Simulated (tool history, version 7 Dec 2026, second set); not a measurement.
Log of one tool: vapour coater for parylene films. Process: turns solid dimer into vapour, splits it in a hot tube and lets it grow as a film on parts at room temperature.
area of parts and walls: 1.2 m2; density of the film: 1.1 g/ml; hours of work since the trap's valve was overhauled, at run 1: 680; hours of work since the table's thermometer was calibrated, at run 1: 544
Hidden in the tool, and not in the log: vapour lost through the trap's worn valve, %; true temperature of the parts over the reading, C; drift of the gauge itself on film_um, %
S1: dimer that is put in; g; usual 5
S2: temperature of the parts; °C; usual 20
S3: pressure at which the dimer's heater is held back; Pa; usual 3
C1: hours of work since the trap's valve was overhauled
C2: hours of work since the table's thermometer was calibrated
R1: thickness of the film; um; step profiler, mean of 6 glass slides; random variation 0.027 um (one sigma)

Run 1, hour 0: usual settings; C1 680; C2 544. Result: R1 2 um.
At hour 9.9: trap's valve overhauled.
Run 2, hour 39.8: usual settings; C1 23; C2 572. Result: R1 2.14 um.
Run 3, hour 101.1: usual settings but S2 27 °C; C1 69; C2 618. Result: R1 1.72 um.
Run 4, hour 165.3: usual settings but S2 27 °C; C1 118; C2 667. Result: R1 1.67 um.
Run 5, hour 204: usual settings but S2 27 °C; C1 148; C2 697. Result: R1 1.66 um.
Run 6, hour 253: usual settings but S1 6 g, S2 27 °C; C1 185; C2 734. Result: R1 1.99 um.
Run 7, hour 305.7: usual settings but S1 6 g, S2 27 °C; C1 225; C2 774. Result: R1 1.99 um.
Run 8, hour 361.8: usual settings but S1 6 g, S2 27 °C; C1 268; C2 817. Result: R1 1.95 um.
Run 9, hour 425.6: usual settings but S1 6 g, S2 27 °C; C1 317; C2 865. Result: R1 1.94 um.
Run 10, hour 464.7: usual settings but S1 6 g, S2 27 °C; C1 346; C2 895. Result: R1 2 um.
Run 11, hour 505.3: usual settings but S1 6 g, S2 27 °C; C1 377; C2 926. Result: R1 1.99 um.
Run 12, hour 555.8: usual settings but S2 28 °C; C1 416; C2 965. Result: R1 1.54 um.
Run 13, hour 606.5: usual settings; C1 454; C2 1003. Result: R1 2.09 um.
Run 14, hour 638.3: usual settings; C1 478; C2 1027. Result: R1 2.08 um.
At hour 644.4: table's thermometer calibrated.
Run 15, hour 676.5: usual settings but S1 6 g, S2 23 °C, S3 2.42 Pa; C1 507; C2 24. Result: R1 2.2 um.
Run 16, hour 736.9: usual settings but S1 2 g, S2 17 °C, S3 2.08 Pa; C1 553; C2 70. Result: R1 0.93 um.
At hour 773: table's thermometer calibrated, once more.
Run 17, hour 773: usual settings but S2 22 °C, S3 5.21 Pa; C1 579; C2 0. Result: R1 1.83 um.
Run 18, hour 808.5: usual settings but S1 7 g, S2 21 °C, S3 5.21 Pa; C1 607; C2 27. Result: R1 2.62 um.
Run 19, hour 870.6: usual settings but S1 3 g, S3 2.48 Pa; C1 654; C2 74. Result: R1 1.26 um.
At hour 916.7: trap's valve overhauled.
Run 20, hour 938.5: usual settings but S1 3 g, S3 2.48 Pa; C1 17; C2 123. Result: R1 1.41 um.
Run 21, hour 994.5: usual settings but S1 6 g, S3 2.01 Pa; C1 59; C2 166. Result: R1 2.79 um.
Run 22, hour 1056.9: usual settings but S3 4.3 Pa; C1 107; C2 213. Result: R1 2.12 um.
Run 23, hour 1083.9: usual settings but S1 4 g, S2 18 °C, S3 9.37 Pa; C1 127; C2 234. Result: R1 1.55 um.
Run 24, hour 1133.9: usual settings but S1 3 g, S2 14 °C, S3 2.3 Pa; C1 165; C2 272. Result: R1 1.72 um.
Run 25, hour 1168: usual settings but S1 3 g, S3 5.42 Pa; C1 191; C2 298. Result: R1 1.21 um.
Run 26, hour 1208.7: usual settings but S3 6.7 Pa; C1 222; C2 329. Result: R1 1.94 um.

5 ways to go on from here, each from the tool as it stands after run 26. What would each give?
Run A, hour 1250: usual settings but S1 6 g, S2 21 °C; C1 254; C2 360. Result: R1 ?.
Run B, hour 1250: usual settings but S2 13 °C, S3 9.01 Pa; C1 254; C2 360. Result: R1 ?.
Run C, hour 1250: usual settings but S3 4.48 Pa; C1 254; C2 360. Result: R1 ?.
Run D, hour 1250: usual settings but S3 2.32 Pa; C1 254; C2 360. Result: R1 ?.
Run E, hour 1250: usual settings but S3 9.99 Pa; C1 254; C2 360. Result: R1 ?.

run    R1
  A  2.49
  B   2.3
  C  1.98
  D  2.23
  E   1.8
Without the tool's hidden state the same runs would have given:
run    R1
  A  2.62
  B  2.43
  C  2.08
  D  2.35
  E  1.89
